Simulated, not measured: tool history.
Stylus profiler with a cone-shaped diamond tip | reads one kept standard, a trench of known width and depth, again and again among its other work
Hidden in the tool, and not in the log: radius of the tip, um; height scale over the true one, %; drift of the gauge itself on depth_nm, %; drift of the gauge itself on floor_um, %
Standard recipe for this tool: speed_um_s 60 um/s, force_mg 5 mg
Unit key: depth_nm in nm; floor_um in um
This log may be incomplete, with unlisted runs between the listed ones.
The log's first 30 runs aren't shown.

run	hour	speed_um_s	force_mg	scans with this tip	hours of work since the height scale was calibrated	depth_nm	floor_um
31	2605.8	69	6.3	5543	645	1020.31	13.56
32	2692.1	69	6.3	5963	694	1020.57	13.4
33	2791	64	4.24	6443	750	1016.6	13.19
34	2866.5	38	2.72	6810	792	1013.51	13.09
35	2916.5	38	2.72	7053	821	1013.67	13.04
36	2978.5	38	2.72	7355	856	1013.98	12.97
37	3052.3	235	2.67	7714	897	1013.93	11.67
38	3132.4	235	2.67	8103	943	1014.1	11.62
# hour 3201.7: new tip fitted, height scale calibrated
39	3250	224	8.01	235	27	1020.29	15.11
40	3318.5	19	2.14	568	66	1008.74	15.65
41	3398.8	43	10.39	958	111	1024.55	15.46
42	3505.4	194	10.39	1476	172	1024.7	14.72
43	3594.2	33	12.22	1908	222	1028.06	15.11
44	3651.9	64	2.64	2189	255	1010.76	14.72
45	3728.5	64	2.64	2561	298	1010.73	14.49
46	3791.3	119	13.04	2866	333	1029.68	14.43

3 options for the next run, each taken on its own from the tool as it stands now. Forecast them:
A	3840.8	24	9.53	3107	361	?	?
B	3840.8	16	2.97	3107	361	?	?
C	3840.8	144	2.32	3107	361	?	?

run	depth_nm	floor_um
A	1024.52	14.55
B	1011.96	14.6
C	1010.6	13.79
The same runs, with their run-to-run variation unchanged, on a tool lacking any hidden condition would have given:
run	depth_nm	floor_um
A	1022.88	15.88
B	1010.34	15.94
C	1008.98	15.13

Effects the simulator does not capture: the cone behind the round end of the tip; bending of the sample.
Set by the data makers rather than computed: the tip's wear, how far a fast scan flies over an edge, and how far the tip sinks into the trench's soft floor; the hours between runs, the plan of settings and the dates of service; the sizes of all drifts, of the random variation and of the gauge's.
